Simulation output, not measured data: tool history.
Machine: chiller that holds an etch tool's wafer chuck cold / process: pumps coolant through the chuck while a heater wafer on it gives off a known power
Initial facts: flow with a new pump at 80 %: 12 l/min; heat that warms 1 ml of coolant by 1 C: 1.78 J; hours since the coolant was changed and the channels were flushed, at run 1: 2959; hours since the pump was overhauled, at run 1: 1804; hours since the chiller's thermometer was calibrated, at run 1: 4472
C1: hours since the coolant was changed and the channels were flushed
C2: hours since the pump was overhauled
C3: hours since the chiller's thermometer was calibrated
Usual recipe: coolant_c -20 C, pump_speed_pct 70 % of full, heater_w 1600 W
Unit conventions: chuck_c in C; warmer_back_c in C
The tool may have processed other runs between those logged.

Run 1, day 0.000: usual settings; C1 2959; C2 1804; C3 4472. Result: chuck_c -8.3 C, warmer_back_c 5.20 C.
Run 2, day 5.996: usual settings but coolant_c -24 C; C1 3103; C2 1948; C3 4616. Result: chuck_c -12.1 C, warmer_back_c 5.25 C.
Run 3, day 9.129: usual settings but coolant_c -24 C; C1 3178; C2 2023; C3 4691. Result: chuck_c -12.3 C, warmer_back_c 5.25 C.
Run 4, day 13.375: usual settings but coolant_c -24 C; C1 3280; C2 2125; C3 4793. Result: chuck_c -12.1 C, warmer_back_c 5.23 C.
Run 5, day 18.638: usual settings but coolant_c -23 C; C1 3406; C2 2251; C3 4919. Result: chuck_c -10.9 C, warmer_back_c 5.30 C.
At day 20.542: chiller's thermometer calibrated.
Run 6, day 24.008: usual settings but pump_speed_pct 84 % of full; C1 3534; C2 2379; C3 83. Result: chuck_c -9.6 C, warmer_back_c 4.40 C.
Run 7, day 26.800: usual settings but pump_speed_pct 84 % of full; C1 3601; C2 2446; C3 150. Result: chuck_c -9.4 C, warmer_back_c 4.39 C.
Run 8, day 30.875: usual settings but coolant_c -19 C; C1 3699; C2 2544; C3 248. Result: chuck_c -6.6 C, warmer_back_c 5.34 C.
Run 9, day 34.688: usual settings but coolant_c -16 C; C1 3790; C2 2636; C3 340. Result: chuck_c -3.5 C, warmer_back_c 5.31 C.
Run 10, day 39.200: usual settings but coolant_c -27 C; C1 3898; C2 2744; C3 448. Result: chuck_c -14.7 C, warmer_back_c 5.31 C.
Run 11, day 45.912: usual settings but coolant_c -27 C; C1 4060; C2 2905; C3 609. Result: chuck_c -14.5 C, warmer_back_c 5.34 C.
Run 12, day 49.429: usual settings but coolant_c -27 C; C1 4144; C2 2989; C3 693. Result: chuck_c -14.6 C, warmer_back_c 5.33 C.
Run 13, day 54.325: usual settings but heater_w 980 W; C1 4261; C2 3107; C3 811. Result: chuck_c -12.4 C, warmer_back_c 3.26 C.
Run 14, day 59.138: usual settings; C1 4377; C2 3223; C3 926. Result: chuck_c -7.4 C, warmer_back_c 5.35 C.
Run 15, day 62.283: usual settings; C1 4452; C2 3298; C3 1002. Result: chuck_c -7.5 C, warmer_back_c 5.37 C.
Run 16, day 66.158: usual settings; C1 4545; C2 3391; C3 1095. Result: chuck_c -7.5 C, warmer_back_c 5.34 C.
Run 17, day 72.358: usual settings but coolant_c -17 C, heater_w 846 W; C1 4694; C2 3540; C3 1244. Result: chuck_c -10.5 C, warmer_back_c 2.84 C.
Run 18, day 79.158: usual settings but coolant_c -24 C, pump_speed_pct 78 % of full; C1 4857; C2 3703; C3 1407. Result: chuck_c -12.6 C, warmer_back_c 4.86 C.
Run 19, day 83.854: usual settings but coolant_c -28 C, pump_speed_pct 81 % of full, heater_w 1541 W; C1 4970; C2 3816; C3 1520. Result: chuck_c -17.4 C, warmer_back_c 4.44 C.
Run 20, day 88.200: usual settings but coolant_c -14 C, pump_speed_pct 81 % of full, heater_w 1833 W; C1 5074; C2 3920; C3 1624. Result: chuck_c -1.2 C, warmer_back_c 5.39 C.
Run 21, day 94.396: usual settings but heater_w 1758 W; C1 5223; C2 4069; C3 1773. Result: chuck_c -6.1 C, warmer_back_c 5.97 C.
Run 22, day 98.746: usual settings but coolant_c -13 C, pump_speed_pct 92 % of full; C1 5328; C2 4173; C3 1877. Result: chuck_c -2.9 C, warmer_back_c 4.15 C.
Run 23, day 103.246: usual settings but coolant_c -15 C, heater_w 1000 W; C1 5436; C2 4281; C3 1985. Result: chuck_c -7.2 C, warmer_back_c 3.34 C.
Run 24, day 106.458: usual settings but coolant_c -15 C, heater_w 1000 W; C1 5513; C2 4358; C3 2062. Result: chuck_c -7.2 C, warmer_back_c 3.41 C.
Run 25, day 111.121: usual settings but coolant_c -15 C, heater_w 1000 W; C1 5625; C2 4470; C3 2174. Result: chuck_c -7.0 C, warmer_back_c 3.35 C.
Run 26, day 114.550: usual settings but coolant_c -21 C, pump_speed_pct 63 % of full, heater_w 1112 W; C1 5707; C2 4552; C3 2256. Result: chuck_c -11.2 C, warmer_back_c 4.30 C.
Run 27, day 120.771: usual settings but coolant_c -21 C, heater_w 1436 W; C1 5856; C2 4702; C3 2406. Result: chuck_c -9.6 C, warmer_back_c 4.94 C.
Run 28, day 125.438: usual settings but coolant_c -13 C, heater_w 935 W; C1 5968; C2 4814; C3 2517. Result: chuck_c -5.6 C, warmer_back_c 3.21 C.
Run 29, day 130.900: usual settings but coolant_c -30 C, pump_speed_pct 71 % of full, heater_w 1181 W; C1 6099; C2 4945; C3 2649. Result: chuck_c -20.8 C, warmer_back_c 4.02 C.
Run 30, day 137.654: usual settings but coolant_c -30 C, pump_speed_pct 71 % of full, heater_w 1181 W; C1 6261; C2 5107; C3 2811. Result: chuck_c -20.6 C, warmer_back_c 4.01 C.
Run 31, day 142.604: usual settings but pump_speed_pct 71 % of full, heater_w 1184 W; C1 6380; C2 5226; C3 2929. Result: chuck_c -10.7 C, warmer_back_c 3.93 C.
At day 145.321: coolant changed, channels flushed.
Run 32, day 148.688: usual settings but coolant_c -24 C, pump_speed_pct 88 % of full, heater_w 886 W; C1 81; C2 5366; C3 3069. Result: chuck_c -18.5 C, warmer_back_c 2.41 C.

Results for each run, recomputed without the tool's hidden state and with each run's random variation untouched:
Hidden state present: heat passed by the chuck's channels, % of clean ones'; flow at a given pump speed, % of a new pump's; coolant's true temperature over the reading, C; drift of the gauge itself on chuck_c, C; drift of the gauge itself on warmer_back_c, C.
run  chuck_c  warmer_back_c
  1     -8.6           5.07
  2    -12.4           5.11
  3    -12.7           5.11
  4    -12.4           5.08
  5    -11.3           5.15
  6    -10.2           4.26
  7    -10.1           4.24
  8     -7.4           5.16
  9     -4.3           5.12
 10    -15.5           5.11
 11    -15.4           5.13
 12    -15.5           5.12
 13    -12.9           3.13
 14     -8.4           5.12
 15     -8.4           5.14
 16     -8.5           5.10
 17    -11.0           2.71
 18    -13.5           4.63
 19    -18.2           4.21
 20     -2.3           5.11
 21     -7.3           5.66
 22     -3.8           3.93
 23     -7.9           3.15
 24     -7.9           3.22
 25     -7.7           3.15
 26    -12.1           4.05
 27    -10.7           4.64
 28     -6.3           3.01
 29    -21.7           3.76
 30    -21.5           3.75
 31    -11.7           3.66
 32    -18.7           2.24

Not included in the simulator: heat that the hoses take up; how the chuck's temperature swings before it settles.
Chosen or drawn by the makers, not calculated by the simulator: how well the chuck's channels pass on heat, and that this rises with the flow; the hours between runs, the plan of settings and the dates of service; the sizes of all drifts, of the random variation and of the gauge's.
